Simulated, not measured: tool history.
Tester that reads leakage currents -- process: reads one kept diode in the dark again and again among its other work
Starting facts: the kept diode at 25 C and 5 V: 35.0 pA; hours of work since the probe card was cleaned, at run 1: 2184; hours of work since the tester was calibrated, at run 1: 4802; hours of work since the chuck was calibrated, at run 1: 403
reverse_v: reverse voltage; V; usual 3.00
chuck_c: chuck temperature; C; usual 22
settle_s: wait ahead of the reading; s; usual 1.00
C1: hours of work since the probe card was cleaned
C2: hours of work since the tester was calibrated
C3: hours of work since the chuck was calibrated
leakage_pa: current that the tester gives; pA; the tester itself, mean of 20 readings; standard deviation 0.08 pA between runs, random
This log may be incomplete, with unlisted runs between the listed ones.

{"run": 1, "hour": 0.0, "reverse_v": 3.0, "chuck_c": 22, "settle_s": 1.0, "C1": 2184, "C2": 4802, "C3": 403, "leakage_pa": 27.74}
{"run": 2, "hour": 83.1, "reverse_v": 3.0, "chuck_c": 22, "settle_s": 5.45, "C1": 2246, "C2": 4864, "C3": 465, "leakage_pa": 27.49}
{"run": 3, "hour": 197.2, "reverse_v": 3.0, "chuck_c": 22, "settle_s": 5.45, "C1": 2332, "C2": 4949, "C3": 551, "leakage_pa": 27.65}
{"run": 4, "hour": 317.7, "reverse_v": 3.0, "chuck_c": 22, "settle_s": 5.45, "C1": 2422, "C2": 5039, "C3": 641, "leakage_pa": 27.87}
{"run": 5, "hour": 407.8, "reverse_v": 3.0, "chuck_c": 22, "settle_s": 5.45, "C1": 2489, "C2": 5107, "C3": 708, "leakage_pa": 28.03}
{"run": 6, "hour": 513.8, "reverse_v": 3.0, "chuck_c": 22, "settle_s": 6.68, "C1": 2569, "C2": 5186, "C3": 788, "leakage_pa": 28.2}
{"hour": 575.6, "done": "probe card cleaned and baked"}
{"run": 7, "hour": 627.3, "reverse_v": 3.0, "chuck_c": 22, "settle_s": 6.68, "C1": 39, "C2": 5269, "C3": 870, "leakage_pa": 19.32}
{"run": 8, "hour": 743.1, "reverse_v": 3.0, "chuck_c": 22, "settle_s": 6.68, "C1": 125, "C2": 5356, "C3": 957, "leakage_pa": 19.46}
{"hour": 852.3, "done": "tester calibrated"}
{"run": 9, "hour": 933.8, "reverse_v": 3.0, "chuck_c": 22, "settle_s": 1.0, "C1": 267, "C2": 61, "C3": 1098, "leakage_pa": 20.68}
{"run": 10, "hour": 1026.2, "reverse_v": 3.0, "chuck_c": 22, "settle_s": 1.0, "C1": 336, "C2": 130, "C3": 1167, "leakage_pa": 20.75}
{"run": 11, "hour": 1150.1, "reverse_v": 3.0, "chuck_c": 22, "settle_s": 1.0, "C1": 429, "C2": 223, "C3": 1260, "leakage_pa": 20.97}
{"hour": 1192.7, "done": "chuck's temperature calibrated"}
{"run": 12, "hour": 1269.9, "reverse_v": 3.0, "chuck_c": 22, "settle_s": 1.0, "C1": 517, "C2": 311, "C3": 58, "leakage_pa": 20.08}
{"run": 13, "hour": 1395.4, "reverse_v": 3.0, "chuck_c": 22, "settle_s": 1.0, "C1": 611, "C2": 405, "C3": 152, "leakage_pa": 20.23}
{"hour": 1492.1, "done": "chuck's temperature calibrated, once more"}
{"run": 14, "hour": 1492.1, "reverse_v": 3.0, "chuck_c": 22, "settle_s": 2.93, "C1": 682, "C2": 476, "C3": 0, "leakage_pa": 23.33}
{"run": 15, "hour": 1677.8, "reverse_v": 2.2, "chuck_c": 22, "settle_s": 1.0, "C1": 821, "C2": 615, "C3": 139, "leakage_pa": 19.57}
{"run": 16, "hour": 1816.3, "reverse_v": 2.2, "chuck_c": 22, "settle_s": 1.0, "C1": 924, "C2": 719, "C3": 243, "leakage_pa": 19.55}
{"run": 17, "hour": 1928.6, "reverse_v": 3.0, "chuck_c": 22, "settle_s": 1.0, "C1": 1008, "C2": 803, "C3": 327, "leakage_pa": 23.96}
{"run": 18, "hour": 2098.0, "reverse_v": 3.11, "chuck_c": 22, "settle_s": 1.0, "C1": 1135, "C2": 929, "C3": 454, "leakage_pa": 24.96}
{"run": 19, "hour": 2207.7, "reverse_v": 3.0, "chuck_c": 22, "settle_s": 8.77, "C1": 1217, "C2": 1012, "C3": 536, "leakage_pa": 24.3}
{"run": 20, "hour": 2305.1, "reverse_v": 3.8, "chuck_c": 54, "settle_s": 1.68, "C1": 1290, "C2": 1085, "C3": 609, "leakage_pa": 239.08}
{"run": 21, "hour": 2412.8, "reverse_v": 3.8, "chuck_c": 54, "settle_s": 1.68, "C1": 1371, "C2": 1165, "C3": 689, "leakage_pa": 237.19}
{"run": 22, "hour": 2532.5, "reverse_v": 1.78, "chuck_c": 47, "settle_s": 8.99, "C1": 1460, "C2": 1255, "C3": 779, "leakage_pa": 97.18}
{"run": 23, "hour": 2678.9, "reverse_v": 1.78, "chuck_c": 47, "settle_s": 8.99, "C1": 1570, "C2": 1364, "C3": 888, "leakage_pa": 97.12}
{"run": 24, "hour": 2798.6, "reverse_v": 4.18, "chuck_c": 49, "settle_s": 0.3, "C1": 1660, "C2": 1454, "C3": 978, "leakage_pa": 181.68}
{"run": 25, "hour": 2879.6, "reverse_v": 8.02, "chuck_c": 40, "settle_s": 9.73, "C1": 1720, "C2": 1515, "C3": 1039, "leakage_pa": 148.39}
{"run": 26, "hour": 2982.0, "reverse_v": 8.02, "chuck_c": 35, "settle_s": 4.25, "C1": 1797, "C2": 1591, "C3": 1115, "leakage_pa": 108.92}
{"run": 27, "hour": 3117.6, "reverse_v": 8.02, "chuck_c": 55, "settle_s": 0.47, "C1": 1898, "C2": 1693, "C3": 1217, "leakage_pa": 388.11}
{"hour": 3210.6, "done": "chuck's temperature calibrated"}
{"run": 28, "hour": 3227.5, "reverse_v": 8.02, "chuck_c": 55, "settle_s": 0.47, "C1": 1979, "C2": 1773, "C3": 13, "leakage_pa": 404.53}
{"run": 29, "hour": 3326.7, "reverse_v": 9.58, "chuck_c": 55, "settle_s": 5.15, "C1": 2053, "C2": 1848, "C3": 87, "leakage_pa": 446.81}
{"run": 30, "hour": 3413.8, "reverse_v": 9.58, "chuck_c": 55, "settle_s": 5.15, "C1": 2119, "C2": 1913, "C3": 152, "leakage_pa": 444.15}
{"run": 31, "hour": 3500.7, "reverse_v": 19.37, "chuck_c": 22, "settle_s": 0.78, "C1": 2184, "C2": 1978, "C3": 217, "leakage_pa": 106.23}
{"run": 32, "hour": 3676.4, "reverse_v": 1.59, "chuck_c": 33, "settle_s": 3.05, "C1": 2315, "C2": 2110, "C3": 349, "leakage_pa": 36.54}
{"run": 33, "hour": 3834.4, "reverse_v": 1.59, "chuck_c": 33, "settle_s": 3.05, "C1": 2433, "C2": 2228, "C3": 467, "leakage_pa": 36.62}
{"run": 34, "hour": 3922.5, "reverse_v": 2.35, "chuck_c": 27, "settle_s": 3.94, "C1": 2499, "C2": 2294, "C3": 533, "leakage_pa": 31.95}
{"run": 35, "hour": 4026.3, "reverse_v": 7.19, "chuck_c": 21, "settle_s": 6.22, "C1": 2577, "C2": 2371, "C3": 611, "leakage_pa": 50.23}
{"hour": 4075.4, "done": "probe card cleaned and baked"}
{"run": 36, "hour": 4126.6, "reverse_v": 4.65, "chuck_c": 22, "settle_s": 7.56, "C1": 38, "C2": 2444, "C3": 683, "leakage_pa": 25.14}
{"run": 37, "hour": 4207.2, "reverse_v": 12.0, "chuck_c": 25, "settle_s": 0.3, "C1": 99, "C2": 2505, "C3": 744, "leakage_pa": 58.52}
{"run": 38, "hour": 4387.4, "reverse_v": 13.81, "chuck_c": 22, "settle_s": 6.6, "C1": 234, "C2": 2639, "C3": 879, "leakage_pa": 49.18}

Branching from run 38: 3 alternative next runs. What would each branch give?
{"run": "A", "hour": 4546.9, "reverse_v": 1.47, "chuck_c": 22, "settle_s": 1.0, "C1": 353, "C2": 2759, "C3": 998, "leakage_pa": "?"}
{"run": "B", "hour": 4546.9, "reverse_v": 4.42, "chuck_c": 33, "settle_s": 9.12, "C1": 353, "C2": 2759, "C3": 998, "leakage_pa": "?"}
{"run": "C", "hour": 4546.9, "reverse_v": 1.11, "chuck_c": 22, "settle_s": 8.19, "C1": 353, "C2": 2759, "C3": 998, "leakage_pa": "?"}

run=A leakage_pa=13.38
run=B leakage_pa=57.55
run=C leakage_pa=11.31
Had the tool no hidden state, the same runs would have come out as:
run=A leakage_pa=13.94
run=B leakage_pa=60.50
run=C leakage_pa=11.85
